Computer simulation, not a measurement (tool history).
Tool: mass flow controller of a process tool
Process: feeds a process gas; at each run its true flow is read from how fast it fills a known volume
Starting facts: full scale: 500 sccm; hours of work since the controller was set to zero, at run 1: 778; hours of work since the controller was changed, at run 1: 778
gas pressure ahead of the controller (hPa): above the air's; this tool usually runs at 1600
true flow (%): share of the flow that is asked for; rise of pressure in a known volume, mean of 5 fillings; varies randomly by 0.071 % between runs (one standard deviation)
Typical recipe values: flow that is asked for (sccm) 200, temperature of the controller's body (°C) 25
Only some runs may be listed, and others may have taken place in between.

run,hour,flow that is asked for (sccm),gas pressure ahead of the controller (hPa),temperature of the controller's body (°C),hours of work since the controller was set to zero,hours of work since the controller was changed,true flow (%)
1,0.0,200,1600,25,778,778,100.03
2,126.8,200,1600,25,840,840,99.99
3,265.5,200,1600,23,908,908,100.24
4,488.2,200,1600,25,1016,1016,99.94
5,649.0,139,1600,25,1094,1094,100.14
6,854.2,139,1600,25,1194,1194,100.33
7,1077.5,139,1600,25,1303,1303,100.21
8,1326.3,200,1600,39,1424,1424,99.05
9,1541.3,200,1600,25,1528,1528,100.12
10,1670.3,200,1600,25,1591,1591,100.24
11,1924.3,200,1600,25,1715,1715,100.07
12,2122.5,200,1600,25,1811,1811,100.15
13,2377.7,149,1600,25,1935,1935,100.45
14,2555.3,149,1600,37,2022,2022,99.65
15,2715.9,149,1600,37,2100,2100,99.71
16,2898.1,149,1600,37,2188,2188,99.84
17,3168.2,200,1530,25,2320,2320,100.30
18,3333.6,200,1600,25,2400,2400,100.19
19,3604.7,200,1600,25,2532,2532,100.32
20,3895.9,200,1600,36,2674,2674,99.59
21,4033.3,200,1600,25,2741,2741,100.39
22,4312.4,200,1430,25,2876,2876,100.45
23,4599.6,200,1430,25,3016,3016,100.62
24,4753.0,200,1430,25,3091,3091,100.50
25,4996.8,200,1600,25,3209,3209,100.45
26,5202.4,200,1600,25,3309,3309,100.48
27,5413.9,51,2090,21,3412,3412,106.39
28,5696.9,281,2090,22,3550,3550,99.86
29,5933.1,281,2090,22,3665,3665,99.96
# hour 5955.6: controller's zero set anew
30,6142.8,231,1730,21,91,3767,100.88
31,6359.8,411,1730,22,197,3872,100.06
32,6501.8,147,2430,26,266,3941,101.45
# hour 6627.7: controller's zero set anew, once more
33,6638.4,106,1600,33,5,4008,97.54
34,6855.9,200,1800,22,111,4113,98.35
35,7032.5,194,1880,22,197,4199,98.50
36,7270.8,194,1880,22,313,4315,98.40
37,7422.1,194,1880,22,386,4389,98.43
38,7569.0,99,2680,34,458,4460,97.08
39,7702.5,200,1600,37,523,4525,97.43
40,7908.8,200,1600,37,623,4626,97.43
41,8143.6,257,1580,31,738,4740,97.91
42,8342.6,338,2280,31,834,4837,97.59
43,8545.3,321,1810,39,933,4935,97.17
44,8690.6,321,1810,39,1004,5006,97.17
45,8954.3,317,1650,28,1132,5134,98.05
46,9183.8,143,2590,25,1244,5246,98.06
47,9337.8,143,2590,25,1319,5321,98.20
48,9552.9,309,2040,29,1423,5426,97.77
49,9793.3,309,2040,30,1540,5542,97.75

The same runs without the tool's hidden state, with the same run-to-run variation:
Hidden conditions of the tool in this case: flow at rest that the sensor doesn't see, % of full scale; true flow over the shown one, %; drift of the gauge itself on true_pct, %.
run,true flow (%)
1,99.87
2,99.82
3,100.06
4,99.73
5,99.61
6,99.75
7,99.57
8,98.76
9,99.82
10,99.92
11,99.72
12,99.79
13,99.65
14,98.81
15,98.84
16,98.93
17,99.83
18,99.70
19,99.81
20,99.05
21,99.84
22,99.88
23,100.01
24,99.87
25,99.81
26,99.81
27,99.47
28,99.77
29,99.87
30,100.04
31,100.30
32,99.15
33,99.01
34,99.90
35,100.01
36,99.90
37,99.90
38,98.14
39,98.88
40,98.86
41,99.44
42,99.23
43,98.79
44,98.79
45,99.66
46,98.98
47,99.09
48,99.38
49,99.36

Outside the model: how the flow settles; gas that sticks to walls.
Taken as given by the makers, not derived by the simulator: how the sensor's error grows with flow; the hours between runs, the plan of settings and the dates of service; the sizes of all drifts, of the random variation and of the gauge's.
